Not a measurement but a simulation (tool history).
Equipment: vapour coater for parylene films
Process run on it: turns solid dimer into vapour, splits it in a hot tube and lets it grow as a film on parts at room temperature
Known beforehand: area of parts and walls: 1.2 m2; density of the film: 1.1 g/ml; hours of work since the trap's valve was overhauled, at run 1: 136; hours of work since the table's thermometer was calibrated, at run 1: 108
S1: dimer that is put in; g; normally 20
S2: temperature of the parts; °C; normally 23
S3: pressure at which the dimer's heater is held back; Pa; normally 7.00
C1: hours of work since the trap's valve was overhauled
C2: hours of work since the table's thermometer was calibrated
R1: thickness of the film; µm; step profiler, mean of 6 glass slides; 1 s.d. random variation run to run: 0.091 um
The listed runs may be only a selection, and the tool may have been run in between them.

Run 1, day 0.000: usual settings; C1 136; C2 108. Result: R1 10.98 µm.
Run 2, day 0.621: usual settings; C1 143; C2 115. Result: R1 10.85 µm.
Run 3, day 1.383: usual settings; C1 151; C2 123. Result: R1 11.09 µm.
Run 4, day 1.812: usual settings; C1 156; C2 127. Result: R1 10.98 µm.
Run 5, day 2.446: usual settings; C1 162; C2 134. Result: R1 11.01 µm.
Run 6, day 3.121: usual settings; C1 169; C2 141. Result: R1 10.98 µm.
Run 7, day 4.000: usual settings; C1 179; C2 150. Result: R1 10.96 µm.
Run 8, day 4.788: usual settings but S3 6.09 Pa; C1 187; C2 159. Result: R1 11.40 µm.
Run 9, day 5.617: usual settings but S3 6.09 Pa; C1 196; C2 167. Result: R1 11.11 µm.
Run 10, day 6.392: usual settings but S3 6.09 Pa; C1 204; C2 176. Result: R1 11.13 µm.
Run 11, day 7.321: usual settings but S2 31 °C; C1 214; C2 185. Result: R1 8.20 µm.
Run 12, day 8.000: usual settings but S2 28 °C; C1 221; C2 193. Result: R1 9.24 µm.
Run 13, day 8.454: usual settings; C1 226; C2 197. Result: R1 10.97 µm.
Run 14, day 9.008: usual settings; C1 231; C2 203. Result: R1 11.02 µm.
Run 15, day 9.442: usual settings; C1 236; C2 208. Result: R1 11.03 µm.
Run 16, day 10.338: usual settings; C1 245; C2 217. Result: R1 10.90 µm.
Run 17, day 11.121: usual settings; C1 254; C2 225. Result: R1 10.91 µm.
Run 18, day 11.846: usual settings; C1 261; C2 233. Result: R1 11.07 µm.
Run 19, day 12.312: usual settings; C1 266; C2 238. Result: R1 11.08 µm.
Run 20, day 12.933: usual settings; C1 273; C2 245. Result: R1 10.86 µm.
Run 21, day 13.717: usual settings but S1 14 g; C1 281; C2 253. Result: R1 7.73 µm.
Run 22, day 14.400: usual settings; C1 288; C2 260. Result: R1 10.77 µm.
Run 23, day 15.150: usual settings; C1 296; C2 268. Result: R1 11.05 µm.
Run 24, day 15.600: usual settings but S1 29 g, S2 15 °C, S3 10.41 Pa; C1 301; C2 273. Result: R1 20.57 µm.
Run 25, day 16.004: usual settings but S1 29 g, S2 15 °C, S3 10.41 Pa; C1 305; C2 277. Result: R1 20.47 µm.
Run 26, day 16.633: usual settings but S3 6.44 Pa; C1 312; C2 284. Result: R1 11.09 µm.

Predict the results of run 27:
Run 27, day 17.121: usual settings but S2 26 °C, S3 2.99 Pa; C1 317; C2 289. Result: R1 ?.

Run 27 produced R1 10.77 µm.
Minus the tool's unlogged condition, the same run would have read R1 10.83 µm.
